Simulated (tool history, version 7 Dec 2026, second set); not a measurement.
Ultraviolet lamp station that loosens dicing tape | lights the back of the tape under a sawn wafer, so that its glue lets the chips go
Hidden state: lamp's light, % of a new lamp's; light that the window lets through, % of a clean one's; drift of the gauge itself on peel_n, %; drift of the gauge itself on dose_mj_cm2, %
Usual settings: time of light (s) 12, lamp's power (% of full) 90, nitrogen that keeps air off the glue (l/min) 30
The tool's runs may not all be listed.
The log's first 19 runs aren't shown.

run	hour	time of light (s)	lamp's power (% of full)	nitrogen that keeps air off the glue (l/min)	hours of work of the lamp	hours of work since the window was cleaned	force that peels the tape off (N)	light that reached the tape (mJ/cm2)
20	351.5	16	90	30	305	327	0.321	575
21	362.1	16	90	30	313	335	0.319	571
22	382.8	16	90	30	330	352	0.34	561
23	401.8	16	90	30	345	367	0.351	547
24	414.9	22	61	18	355	377	0.633	500
# hour 416.9: window cleaned of glue's vapour
25	431.3	12	90	23	368	11	0.585	493
26	448.4	9	90	23	381	25	1.109	359
27	462.1	9	62	13	392	36	2.921	247
28	482.2	15	69	27	408	52	0.609	455
29	504.6	15	69	27	426	70	0.638	439
30	524.9	12	90	45	442	86	0.417	448
31	545.3	17	69	20	458	102	0.657	488
32	560.3	9	62	51	470	114	1.791	228
33	583.4	9	62	51	488	132	1.849	226
34	605.8	19	62	51	506	150	0.376	462
35	621.6	19	62	51	519	162	0.389	454
36	644.5	19	62	51	537	181	0.414	449
37	668.3	7	99	27	556	199	1.934	262
38	690	7	99	27	573	217	2.019	254
39	707.5	14	64	23	587	230	1.402	321
40	719.2	14	64	23	596	240	1.507	314
# hour 731.3: lamp changed
41	733.1	14	64	23	1	250	0.787	433
42	746.6	9	61	21	12	261	2.149	269
43	763.1	9	61	21	25	274	2.125	259
44	775.9	13	75	21	35	284	0.732	460

Forecast each of these 3 alternatives for the next run:
A	786.4	13	75	34	44	292	?	?
B	786.4	16	75	21	44	292	?	?
C	786.4	14	74	10	44	292	?	?

run	force that peels the tape off (N)	light that reached the tape (mJ/cm2)
A	0.512	450
B	0.426	560
C	1.103	484
Without the tool's hidden state the same runs would have given:
run	force that peels the tape off (N)	light that reached the tape (mJ/cm2)
A	0.328	539
B	0.276	670
C	0.741	579
